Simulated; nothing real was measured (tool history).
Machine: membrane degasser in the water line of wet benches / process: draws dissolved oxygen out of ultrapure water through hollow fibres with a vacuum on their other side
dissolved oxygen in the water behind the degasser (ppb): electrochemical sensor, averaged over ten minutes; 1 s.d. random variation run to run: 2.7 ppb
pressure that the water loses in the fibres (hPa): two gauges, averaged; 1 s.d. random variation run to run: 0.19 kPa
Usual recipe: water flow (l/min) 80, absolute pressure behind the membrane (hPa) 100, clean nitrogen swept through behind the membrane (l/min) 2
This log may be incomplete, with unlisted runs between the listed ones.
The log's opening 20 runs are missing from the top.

run,hour,water flow (l/min),absolute pressure behind the membrane (hPa),clean nitrogen swept through behind the membrane (l/min),dissolved oxygen in the water behind the degasser (ppb),pressure that the water loses in the fibres (hPa)
21,1495.4,81,91,2.48,573.9,548.3
22,1603.6,81,91,2.48,575.7,545.1
23,1669.6,55,100,2.54,409.8,373
24,1756.9,80,100,2.56,606.6,541.2
25,1849.7,80,102,0.93,1067,539.3
26,1905.8,68,137,1.47,975.1,458.7
27,1981.5,51,100,2,437.8,343.4
28,2030.4,52,157,1.88,759.3,346.9
29,2103.6,86,89,2.96,541.3,579.5
30,2165.2,74,201,2,1240.3,500
31,2261.9,74,201,1.46,1503.7,498.3
32,2356.6,76,97,5.12,387.8,515.8
33,2458.6,76,97,5.12,384,512.7

Here are 3 independent what-if runs from the current tool condition. What would each one return?
A,2512.7,74,200,3.26,?,?
B,2512.7,95,100,2,?,?
C,2512.7,63,69,4.69,?,?

run,dissolved oxygen in the water behind the degasser (ppb),pressure that the water loses in the fibres (hPa)
A,889.8,498.9
B,793.5,639.9
C,244.1,422.9
Take away the tool's hidden state, keep each run's random variation, and the runs would have read:
run,dissolved oxygen in the water behind the degasser (ppb),pressure that the water loses in the fibres (hPa)
A,914.6,498.7
B,815.5,639.7
C,250.7,422.8

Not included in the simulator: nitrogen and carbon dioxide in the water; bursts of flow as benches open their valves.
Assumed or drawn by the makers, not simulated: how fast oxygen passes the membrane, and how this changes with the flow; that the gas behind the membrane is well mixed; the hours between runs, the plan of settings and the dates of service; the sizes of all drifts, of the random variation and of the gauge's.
